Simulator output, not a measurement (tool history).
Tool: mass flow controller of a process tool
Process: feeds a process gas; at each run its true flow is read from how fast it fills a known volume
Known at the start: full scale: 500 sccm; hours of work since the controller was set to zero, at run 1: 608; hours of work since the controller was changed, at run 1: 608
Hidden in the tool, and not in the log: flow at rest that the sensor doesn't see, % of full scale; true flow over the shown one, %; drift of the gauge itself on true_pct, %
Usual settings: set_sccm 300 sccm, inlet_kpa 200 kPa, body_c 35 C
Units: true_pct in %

| run | day | set_sccm | inlet_kpa | body_c | hours of work since the controller was set to zero | hours of work since the controller was changed | true_pct |
|---|---|---|---|---|---|---|---|
| 1 | 0.000 | 300 | 200 | 35 | 608 | 608 | 99.08 |
| 2 | 5.438 | 142 | 200 | 35 | 662 | 662 | 98.44 |
| 3 | 10.867 | 142 | 200 | 35 | 716 | 716 | 98.68 |
| 4 | 18.238 | 142 | 200 | 35 | 789 | 789 | 98.54 |
| 5 | 22.075 | 300 | 200 | 35 | 827 | 827 | 99.21 |
| 6 | 27.804 | 300 | 200 | 35 | 883 | 883 | 99.25 |
| 7 | 31.446 | 300 | 200 | 35 | 919 | 919 | 99.21 |
| 8 | 36.667 | 300 | 200 | 35 | 971 | 971 | 99.23 |
| 9 | 42.517 | 300 | 200 | 35 | 1029 | 1029 | 99.28 |
| 10 | 48.058 | 300 | 200 | 30 | 1083 | 1083 | 99.60 |
| 11 | 53.475 | 300 | 200 | 30 | 1137 | 1137 | 99.71 |
| 12 | 60.596 | 480 | 200 | 35 | 1207 | 1207 | 100.20 |
| 13 | 68.854 | 480 | 200 | 35 | 1289 | 1289 | 100.18 |
| 14 | 72.617 | 480 | 200 | 35 | 1326 | 1326 | 100.10 |
| 15 | 79.058 | 480 | 200 | 35 | 1390 | 1390 | 100.26 |
| 16 | 86.554 | 480 | 200 | 35 | 1464 | 1464 | 100.18 |
| 17 | 94.258 | 300 | 255 | 35 | 1540 | 1540 | 99.42 |
| 18 | 99.833 | 300 | 255 | 22 | 1595 | 1595 | 100.31 |
| 19 | 105.292 | 93 | 255 | 24 | 1649 | 1649 | 100.28 |
| 20 | 112.583 | 305 | 276 | 24 | 1722 | 1722 | 100.31 |
| 21 | 119.033 | 395 | 171 | 21 | 1785 | 1785 | 100.96 |
| 22 | 124.888 | 300 | 197 | 31 | 1843 | 1843 | 100.09 |
| 23 | 128.792 | 300 | 197 | 31 | 1882 | 1882 | 100.13 |
| 24 | 136.350 | 300 | 188 | 35 | 1957 | 1957 | 99.90 |
| 25 | 140.796 | 123 | 161 | 33 | 2001 | 2001 | 100.02 |
| 26 | 148.762 | 123 | 161 | 33 | 2079 | 2079 | 100.21 |
| 27 | 154.633 | 123 | 161 | 33 | 2137 | 2137 | 100.14 |
| 28 | 162.758 | 300 | 269 | 34 | 2218 | 2218 | 99.85 |
| 29 | 170.183 | 300 | 199 | 35 | 2291 | 2291 | 100.05 |
| 30 | 175.488 | 67 | 231 | 32 | 2344 | 2344 | 101.39 |
| 31 | 182.796 | 462 | 164 | 30 | 2416 | 2416 | 101.06 |
| 32 | 186.862 | 462 | 164 | 30 | 2456 | 2456 | 101.17 |
| 33 | 192.875 | 462 | 164 | 30 | 2516 | 2516 | 101.16 |
| 34 | 196.829 | 179 | 144 | 29 | 2555 | 2555 | 100.65 |
| 35 | 204.583 | 179 | 144 | 29 | 2631 | 2631 | 100.75 |

Hidden state or all else? Some run-to-run changes of true_pct, split into what the settings, what came in and random variation would give without the hidden state, and what is left for the hidden state (with any gauge scatter that isn't in both results):
Run 17 -> 18: body_c 35 -> 22. true_pct +0.89 %: hidden state +0.04, all else +0.85.
Run 18 -> 19: set_sccm 300 -> 93, body_c 22 -> 24. true_pct -0.03 %: hidden state +1.00, all else -1.03.
Run 21 -> 22: set_sccm 395 -> 300, inlet_kpa 171 -> 197, body_c 21 -> 31. true_pct -0.87 %: hidden state +0.15, all else -1.02.
Run 29 -> 30: set_sccm 300 -> 67, inlet_kpa 199 -> 231, body_c 35 -> 32. true_pct +1.34 %: hidden state +2.17, all else -0.83.
Run 30 -> 31: set_sccm 67 -> 462, inlet_kpa 231 -> 164, body_c 32 -> 30. true_pct -0.33 %: hidden state -2.31, all else +1.98.

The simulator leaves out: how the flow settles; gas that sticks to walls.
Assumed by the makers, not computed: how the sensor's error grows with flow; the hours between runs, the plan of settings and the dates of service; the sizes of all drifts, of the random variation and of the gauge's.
